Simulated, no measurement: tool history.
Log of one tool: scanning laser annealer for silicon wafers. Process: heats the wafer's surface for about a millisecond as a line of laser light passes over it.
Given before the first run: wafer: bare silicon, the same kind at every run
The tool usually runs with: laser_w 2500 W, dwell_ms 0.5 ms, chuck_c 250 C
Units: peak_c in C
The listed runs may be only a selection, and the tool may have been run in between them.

Run 1, hour 0: usual settings. Result: peak_c 1048 C.
Run 2, hour 23.9: usual settings but chuck_c 218 C. Result: peak_c 1013 C.
Run 3, hour 46.3: usual settings but chuck_c 218 C. Result: peak_c 1015 C.
Run 4, hour 73.7: usual settings but chuck_c 218 C. Result: peak_c 1015 C.
Run 5, hour 100.8: usual settings. Result: peak_c 1048 C.
Run 6, hour 132.8: usual settings but dwell_ms 0.386 ms. Result: peak_c 953 C.
Run 7, hour 161: usual settings but dwell_ms 0.386 ms. Result: peak_c 952 C.
Run 8, hour 179.8: usual settings. Result: peak_c 1044 C.
Run 9, hour 209.7: usual settings. Result: peak_c 1048 C.
Run 10, hour 237.6: usual settings but laser_w 2656 W, chuck_c 257 C. Result: peak_c 1104 C.
Run 11, hour 271.1: usual settings but laser_w 2402 W, dwell_ms 0.361 ms, chuck_c 223 C. Result: peak_c 872 C.
Run 12, hour 307: usual settings but laser_w 2126 W, dwell_ms 0.582 ms, chuck_c 269 C. Result: peak_c 998 C.
Run 13, hour 326: usual settings but laser_w 2639 W, dwell_ms 0.413 ms, chuck_c 283 C. Result: peak_c 1047 C.
Run 14, hour 349.7: usual settings but laser_w 2639 W, dwell_ms 0.413 ms, chuck_c 283 C. Result: peak_c 1048 C.
Run 15, hour 378.1: usual settings but laser_w 2134 W, dwell_ms 0.563 ms, chuck_c 213 C. Result: peak_c 930 C.
Run 16, hour 395.3: usual settings but laser_w 2134 W, dwell_ms 0.563 ms, chuck_c 213 C. Result: peak_c 931 C.
Run 17, hour 429.7: usual settings but laser_w 2719 W, dwell_ms 0.352 ms, chuck_c 224 C. Result: peak_c 951 C.

5 ways to go on from here, each from the tool as it stands after run 17. What would each give?
Run A, hour 448: usual settings but laser_w 2127 W, dwell_ms 0.381 ms, chuck_c 230 C. Result: peak_c ?.
Run B, hour 448: usual settings but laser_w 2626 W, dwell_ms 0.443 ms, chuck_c 227 C. Result: peak_c ?.
Run C, hour 448: usual settings but laser_w 2563 W, dwell_ms 0.537 ms, chuck_c 244 C. Result: peak_c ?.
Run D, hour 448: usual settings but laser_w 2552 W, dwell_ms 0.387 ms. Result: peak_c ?.
Run E, hour 448: usual settings but laser_w 2603 W. Result: peak_c ?.

run  peak_c
  A     823
  B    1016
  C    1091
  D     966
  E    1082
Take away the tool's hidden state, keep each run's random variation, and the runs would have read:
run  peak_c
  A     824
  B    1017
  C    1092
  D     966
  E    1083
